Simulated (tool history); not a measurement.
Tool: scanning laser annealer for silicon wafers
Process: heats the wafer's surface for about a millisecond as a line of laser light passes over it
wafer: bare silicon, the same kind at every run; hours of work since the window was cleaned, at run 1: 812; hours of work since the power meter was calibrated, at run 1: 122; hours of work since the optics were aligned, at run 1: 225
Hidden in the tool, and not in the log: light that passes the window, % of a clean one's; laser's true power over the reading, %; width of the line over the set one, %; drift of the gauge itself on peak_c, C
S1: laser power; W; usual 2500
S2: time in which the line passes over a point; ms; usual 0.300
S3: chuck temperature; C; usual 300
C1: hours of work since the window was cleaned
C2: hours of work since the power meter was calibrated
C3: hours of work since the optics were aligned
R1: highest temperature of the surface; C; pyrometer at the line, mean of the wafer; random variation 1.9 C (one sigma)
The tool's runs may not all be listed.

| run | hour | S1 | S2 | S3 | C1 | C2 | C3 | R1 |
|---|---|---|---|---|---|---|---|---|
| 1 | 0.0 | 2500 | 0.300 | 300 | 812 | 122 | 225 | 1090 |
| 2 | 41.2 | 2500 | 0.300 | 300 | 829 | 138 | 242 | 1088 |
| 3 | 101.4 | 2500 | 0.300 | 300 | 853 | 162 | 266 | 1087 |
| 4 | 131.7 | 2500 | 0.355 | 300 | 865 | 174 | 278 | 1152 |
| 5 | 160.6 | 2500 | 0.300 | 300 | 877 | 186 | 290 | 1085 |
| 6 | 209.2 | 2500 | 0.300 | 300 | 896 | 205 | 309 | 1084 |
|  | 265.3 | window over the wafer cleaned |
| 7 | 265.3 | 2500 | 0.300 | 300 | 0 | 227 | 331 | 1107 |
| 8 | 303.7 | 2500 | 0.300 | 300 | 15 | 242 | 346 | 1109 |
| 9 | 335.1 | 2286 | 0.246 | 300 | 28 | 255 | 359 | 959 |
| 10 | 397.1 | 2521 | 0.213 | 299 | 53 | 280 | 384 | 990 |
| 11 | 456.1 | 2722 | 0.254 | 300 | 76 | 304 | 407 | 1118 |
| 12 | 519.3 | 2500 | 0.229 | 268 | 102 | 329 | 432 | 974 |
| 13 | 554.5 | 2338 | 0.300 | 336 | 116 | 343 | 447 | 1082 |
| 14 | 591.5 | 2525 | 0.288 | 312 | 131 | 358 | 461 | 1110 |
| 15 | 623.0 | 2500 | 0.300 | 296 | 143 | 370 | 474 | 1099 |

Forecast each of these 3 alternatives for the next run:
| A | 682.3 | 2500 | 0.361 | 265 | 167 | 394 | 498 | ? |
| B | 682.3 | 2500 | 0.300 | 325 | 167 | 394 | 498 | ? |
| C | 682.3 | 2413 | 0.217 | 273 | 167 | 394 | 498 | ? |

| run | R1 |
|---|---|
| A | 1141 |
| B | 1127 |
| C | 932 |
Without the tool's hidden state the same runs would have given:
| run | R1 |
|---|---|
| A | 1153 |
| B | 1138 |
| C | 941 |
